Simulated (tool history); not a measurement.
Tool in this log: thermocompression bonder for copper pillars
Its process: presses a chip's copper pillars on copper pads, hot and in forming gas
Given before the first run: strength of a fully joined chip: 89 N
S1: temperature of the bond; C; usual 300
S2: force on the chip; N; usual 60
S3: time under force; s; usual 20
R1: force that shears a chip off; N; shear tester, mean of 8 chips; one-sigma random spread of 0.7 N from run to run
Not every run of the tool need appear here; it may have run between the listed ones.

run     day   S1  S2  S3    R1
  1   0.000  300  60  20  55.2
  2   2.717  300  64  20  57.0
  3   4.496  300  60  14  49.2
  4   6.083  300  60  34  61.7
  5   7.633  283  60  20  46.7
  6   9.388  283  60  20  45.8
  7  12.829  283  60  20  46.3
  8  15.246  300  85  20  59.8
  9  16.979  300  37  20  39.7
     17.233  -- heater calibrated with a thermocouple chip
     20.225  -- forming gas filter changed
 10  20.225  300  37  16  39.6
 11  22.279  300  60  10  44.8
 12  24.800  300  60  10  42.6
 13  27.962  300  60  10  42.6

For run 14, what comes out?
 14  31.008  300  60  10   ?

Run 14 gave R1 41.8 N.
On a tool with no hidden condition, and with the same random variation, this run would have come out at R1 47.5 N.
